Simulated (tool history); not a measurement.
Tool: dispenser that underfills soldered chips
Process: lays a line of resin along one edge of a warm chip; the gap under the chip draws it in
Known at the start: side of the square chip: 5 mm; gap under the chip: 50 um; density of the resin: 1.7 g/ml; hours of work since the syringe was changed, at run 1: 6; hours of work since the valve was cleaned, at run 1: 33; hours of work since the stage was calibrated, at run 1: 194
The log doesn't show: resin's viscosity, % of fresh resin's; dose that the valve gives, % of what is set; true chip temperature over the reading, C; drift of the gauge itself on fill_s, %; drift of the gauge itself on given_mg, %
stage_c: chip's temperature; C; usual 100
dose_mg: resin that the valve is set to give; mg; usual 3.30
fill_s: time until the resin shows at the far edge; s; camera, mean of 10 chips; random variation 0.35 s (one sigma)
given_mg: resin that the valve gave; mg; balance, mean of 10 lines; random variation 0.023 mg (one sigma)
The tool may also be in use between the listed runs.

run	day	stage_c	dose_mg	hours of work since the syringe was changed	hours of work since the valve was cleaned	hours of work since the stage was calibrated	fill_s	given_mg
1	0.000	100	3.30	6	33	194	26.3	3.19
# day 0.312: new syringe of resin
2	0.354	100	3.30	1	39	200	19.0	3.23
3	0.700	100	3.30	7	45	206	27.3	3.20
# day 0.942: new syringe of resin
4	1.379	100	3.30	7	56	217	28.6	3.17
# day 1.575: new syringe of resin
5	1.796	100	3.30	4	63	224	22.5	3.19
# day 2.212: new syringe of resin
6	2.217	100	3.30	0	70	231	18.6	3.17
# day 2.825: new syringe of resin
7	2.842	100	3.30	0	80	241	19.2	3.10
# day 3.454: new syringe of resin
8	3.533	100	3.30	1	92	252	19.8	3.06
# day 4.079: new syringe of resin
9	4.188	100	3.30	2	103	263	21.0	3.07
# day 4.721: new syringe of resin
10	4.829	100	3.23	2	113	274	19.6	2.97
11	5.317	100	3.23	10	122	282	32.2	2.98
# day 5.383: new syringe of resin
12	5.767	100	3.23	6	129	290	26.3	2.92
# day 6.000: new syringe of resin
# day 6.521: dispensing valve cleaned and set on the balance
13	6.538	100	3.23	8	0	302	28.8	3.23
# day 6.688: new syringe of resin
14	6.950	100	3.23	4	7	308	23.9	3.22
# day 7.346: new syringe of resin
15	7.646	100	3.23	5	19	320	23.5	3.21
# day 7.967: new syringe of resin
16	8.179	103	4.16	4	27	329	20.3	4.09

Forecast run 17:
# day 8.617: new syringe of resin
17	8.908	111	3.04	5	39	341	?	?

fill_s: 16.4 s
given_mg: 2.92 mg
Without the tool's hidden state the same run would have given fill_s 12.7 s, given_mg 3.00 mg.
